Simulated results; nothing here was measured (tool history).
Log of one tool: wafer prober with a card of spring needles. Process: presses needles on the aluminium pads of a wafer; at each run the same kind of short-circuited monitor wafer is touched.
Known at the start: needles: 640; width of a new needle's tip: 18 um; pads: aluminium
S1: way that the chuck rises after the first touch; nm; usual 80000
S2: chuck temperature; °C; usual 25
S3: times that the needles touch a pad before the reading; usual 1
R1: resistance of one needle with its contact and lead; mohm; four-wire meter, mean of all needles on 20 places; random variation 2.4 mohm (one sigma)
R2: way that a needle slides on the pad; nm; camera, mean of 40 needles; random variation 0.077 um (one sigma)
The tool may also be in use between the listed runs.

{"run": 1, "hour": 0.0, "S1": 80000, "S2": 25, "S3": 1, "R1": 284, "R2": 13800}
{"hour": 25.1, "done": "tips cleaned on abrasive film"}
{"hour": 47.5, "done": "tips cleaned on abrasive film"}
{"run": 2, "hour": 47.5, "S1": 80000, "S2": 25, "S3": 1, "R1": 289, "R2": 13780}
{"hour": 72.2, "done": "tips cleaned on abrasive film"}
{"hour": 98.0, "done": "tips cleaned on abrasive film"}
{"hour": 124.3, "done": "tips cleaned on abrasive film"}
{"run": 3, "hour": 126.2, "S1": 80000, "S2": 25, "S3": 1, "R1": 310, "R2": 13640}
{"hour": 146.4, "done": "tips cleaned on abrasive film"}
{"hour": 172.6, "done": "tips cleaned on abrasive film"}
{"hour": 197.0, "done": "tips cleaned on abrasive film"}
{"run": 4, "hour": 197.0, "S1": 80000, "S2": 25, "S3": 1, "R1": 288, "R2": 13750}
{"hour": 221.1, "done": "tips cleaned on abrasive film"}
{"hour": 245.3, "done": "tips cleaned on abrasive film"}
{"hour": 270.0, "done": "tips cleaned on abrasive film"}
{"run": 5, "hour": 270.5, "S1": 80000, "S2": 25, "S3": 1, "R1": 295, "R2": 13720}
{"hour": 295.5, "done": "tips cleaned on abrasive film"}
{"hour": 317.5, "done": "tips cleaned on abrasive film"}
{"hour": 342.6, "done": "tips cleaned on abrasive film"}
{"run": 6, "hour": 361.7, "S1": 80000, "S2": 25, "S3": 1, "R1": 409, "R2": 13760}
{"hour": 366.6, "done": "tips cleaned on abrasive film"}
{"hour": 392.2, "done": "tips cleaned on abrasive film"}
{"hour": 414.1, "done": "tips cleaned on abrasive film"}
{"run": 7, "hour": 414.1, "S1": 80000, "S2": 25, "S3": 1, "R1": 282, "R2": 13430}
{"hour": 439.3, "done": "tips cleaned on abrasive film"}
{"hour": 464.9, "done": "tips cleaned on abrasive film"}
{"hour": 485.9, "done": "tips cleaned on abrasive film"}
{"run": 8, "hour": 504.4, "S1": 80000, "S2": 109, "S3": 1, "R1": 418, "R2": 13620}
{"hour": 509.7, "done": "tips cleaned on abrasive film"}
{"hour": 535.6, "done": "tips cleaned on abrasive film"}
{"run": 9, "hour": 550.9, "S1": 80000, "S2": 109, "S3": 1, "R1": 408, "R2": 13410}
{"hour": 561.5, "done": "tips cleaned on abrasive film"}
{"hour": 584.8, "done": "tips cleaned on abrasive film"}
{"run": 10, "hour": 600.2, "S1": 80000, "S2": 109, "S3": 2, "R1": 378, "R2": 13590}
{"hour": 605.6, "done": "tips cleaned on abrasive film, once more"}
{"hour": 630.7, "done": "tips cleaned on abrasive film"}
{"run": 11, "hour": 651.6, "S1": 80000, "S2": 25, "S3": 2, "R1": 367, "R2": 13560}
{"hour": 656.9, "done": "tips cleaned on abrasive film"}
{"hour": 678.0, "done": "tips cleaned on abrasive film"}
{"hour": 699.0, "done": "tips cleaned on abrasive film"}
{"run": 12, "hour": 706.7, "S1": 80000, "S2": 25, "S3": 2, "R1": 335, "R2": 13650}
{"hour": 720.5, "done": "tips cleaned on abrasive film"}
{"hour": 743.5, "done": "tips cleaned on abrasive film"}
{"run": 13, "hour": 761.7, "S1": 80000, "S2": 25, "S3": 2, "R1": 356, "R2": 13400}
{"hour": 766.1, "done": "tips cleaned on abrasive film"}
{"hour": 791.1, "done": "tips cleaned on abrasive film"}
{"run": 14, "hour": 807.4, "S1": 80000, "S2": 25, "S3": 1, "R1": 417, "R2": 13380}
{"hour": 812.8, "done": "tips cleaned on abrasive film"}
{"hour": 838.8, "done": "tips cleaned on abrasive film"}
{"hour": 865.0, "done": "tips cleaned on abrasive film"}
{"hour": 890.4, "done": "tips cleaned on abrasive film"}
{"run": 15, "hour": 892.5, "S1": 61000, "S2": 25, "S3": 1, "R1": 345, "R2": 10050}
{"hour": 913.5, "done": "tips cleaned on abrasive film"}
{"hour": 939.6, "done": "tips cleaned on abrasive film"}
{"run": 16, "hour": 941.9, "S1": 85000, "S2": 55, "S3": 1, "R1": 313, "R2": 14270}
{"hour": 961.9, "done": "tips cleaned on abrasive film"}
{"hour": 962.2, "done": "height of the first contact set anew"}
{"hour": 985.8, "done": "tips cleaned on abrasive film"}
{"hour": 1011.7, "done": "tips cleaned on abrasive film"}
{"run": 17, "hour": 1031.6, "S1": 85000, "S2": 56, "S3": 1, "R1": 401, "R2": 14790}
{"hour": 1037.0, "done": "tips cleaned on abrasive film"}
{"hour": 1049.0, "done": "card fitted with new needles"}
{"hour": 1072.8, "done": "tips cleaned on abrasive film"}
{"hour": 1099.0, "done": "tips cleaned on abrasive film"}
{"run": 18, "hour": 1116.5, "S1": 85000, "S2": 56, "S3": 1, "R1": 358, "R2": 14790}
{"hour": 1121.8, "done": "tips cleaned on abrasive film"}
{"hour": 1148.1, "done": "tips cleaned on abrasive film"}
{"hour": 1172.7, "done": "tips cleaned on abrasive film"}
{"hour": 1197.0, "done": "tips cleaned on abrasive film"}
{"run": 19, "hour": 1199.3, "S1": 85000, "S2": 123, "S3": 1, "R1": 318, "R2": 14830}
{"hour": 1218.9, "done": "tips cleaned on abrasive film"}
{"hour": 1245.0, "done": "tips cleaned on abrasive film"}
{"hour": 1270.7, "done": "tips cleaned on abrasive film"}
{"run": 20, "hour": 1279.7, "S1": 85000, "S2": 108, "S3": 3, "R1": 317, "R2": 14840}
{"hour": 1293.7, "done": "tips cleaned on abrasive film"}
{"hour": 1318.3, "done": "tips cleaned on abrasive film"}
{"hour": 1344.6, "done": "tips cleaned on abrasive film"}
{"run": 21, "hour": 1346.0, "S1": 85000, "S2": 108, "S3": 3, "R1": 298, "R2": 14730}
{"hour": 1367.1, "done": "tips cleaned on abrasive film"}
{"hour": 1393.3, "done": "tips cleaned on abrasive film"}
{"hour": 1415.7, "done": "tips cleaned on abrasive film"}
{"run": 22, "hour": 1428.7, "S1": 85000, "S2": 39, "S3": 1, "R1": 348, "R2": 14660}
{"hour": 1439.3, "done": "tips cleaned on abrasive film"}
{"hour": 1463.7, "done": "tips cleaned on abrasive film"}
{"hour": 1489.8, "done": "tips cleaned on abrasive film"}
{"run": 23, "hour": 1505.7, "S1": 85000, "S2": 92, "S3": 1, "R1": 362, "R2": 14630}
{"hour": 1511.0, "done": "tips cleaned on abrasive film"}
{"hour": 1537.3, "done": "tips cleaned on abrasive film"}
{"hour": 1563.6, "done": "tips cleaned on abrasive film"}
{"run": 24, "hour": 1583.1, "S1": 91000, "S2": 59, "S3": 1, "R1": 354, "R2": 15660}
{"hour": 1587.8, "done": "tips cleaned on abrasive film"}
{"hour": 1612.9, "done": "tips cleaned on abrasive film"}
{"hour": 1635.6, "done": "tips cleaned on abrasive film"}
{"hour": 1661.5, "done": "tips cleaned on abrasive film"}
{"run": 25, "hour": 1669.2, "S1": 91000, "S2": 59, "S3": 1, "R1": 325, "R2": 15600}
{"hour": 1683.8, "done": "tips cleaned on abrasive film"}
{"hour": 1708.6, "done": "tips cleaned on abrasive film"}
{"hour": 1733.8, "done": "tips cleaned on abrasive film"}
{"run": 26, "hour": 1736.4, "S1": 91000, "S2": 59, "S3": 1, "R1": 303, "R2": 15540}
{"hour": 1756.5, "done": "tips cleaned on abrasive film"}
{"hour": 1782.4, "done": "tips cleaned on abrasive film"}
{"run": 27, "hour": 1795.6, "S1": 80000, "S2": 55, "S3": 1, "R1": 361, "R2": 13370}

Forecast each of these 5 alternatives for the next run:
{"hour": 1805.3, "done": "tips cleaned on abrasive film"}
{"hour": 1829.6, "done": "tips cleaned on abrasive film"}
{"hour": 1855.6, "done": "tips cleaned on abrasive film"}
{"hour": 1881.9, "done": "tips cleaned on abrasive film"}
{"run": "A", "hour": 1886.8, "S1": 91000, "S2": 30, "S3": 3, "R1": "?", "R2": "?"}
{"hour": 1805.3, "done": "tips cleaned on abrasive film"}
{"hour": 1829.6, "done": "tips cleaned on abrasive film"}
{"hour": 1855.6, "done": "tips cleaned on abrasive film"}
{"hour": 1881.9, "done": "tips cleaned on abrasive film"}
{"run": "B", "hour": 1886.8, "S1": 96000, "S2": 102, "S3": 1, "R1": "?", "R2": "?"}
{"hour": 1805.3, "done": "tips cleaned on abrasive film"}
{"hour": 1829.6, "done": "tips cleaned on abrasive film"}
{"hour": 1855.6, "done": "tips cleaned on abrasive film"}
{"hour": 1881.9, "done": "tips cleaned on abrasive film"}
{"run": "C", "hour": 1886.8, "S1": 67000, "S2": 55, "S3": 2, "R1": "?", "R2": "?"}
{"hour": 1805.3, "done": "tips cleaned on abrasive film"}
{"hour": 1829.6, "done": "tips cleaned on abrasive film"}
{"hour": 1855.6, "done": "tips cleaned on abrasive film"}
{"hour": 1881.9, "done": "tips cleaned on abrasive film"}
{"run": "D", "hour": 1886.8, "S1": 66000, "S2": 123, "S3": 1, "R1": "?", "R2": "?"}
{"hour": 1805.3, "done": "tips cleaned on abrasive film"}
{"hour": 1829.6, "done": "tips cleaned on abrasive film"}
{"hour": 1855.6, "done": "tips cleaned on abrasive film"}
{"hour": 1881.9, "done": "tips cleaned on abrasive film"}
{"run": "E", "hour": 1886.8, "S1": 63000, "S2": 55, "S3": 3, "R1": "?", "R2": "?"}

run=A R1=287 R2=15510
run=B R1=322 R2=16310
run=C R1=320 R2=11230
run=D R1=364 R2=11160
run=E R1=311 R2=10560
Without the tool's hidden state the same runs would have given:
run=A R1=273 R2=15920
run=B R1=292 R2=16720
run=C R1=282 R2=11650
run=D R1=306 R2=11570
run=E R1=285 R2=10970
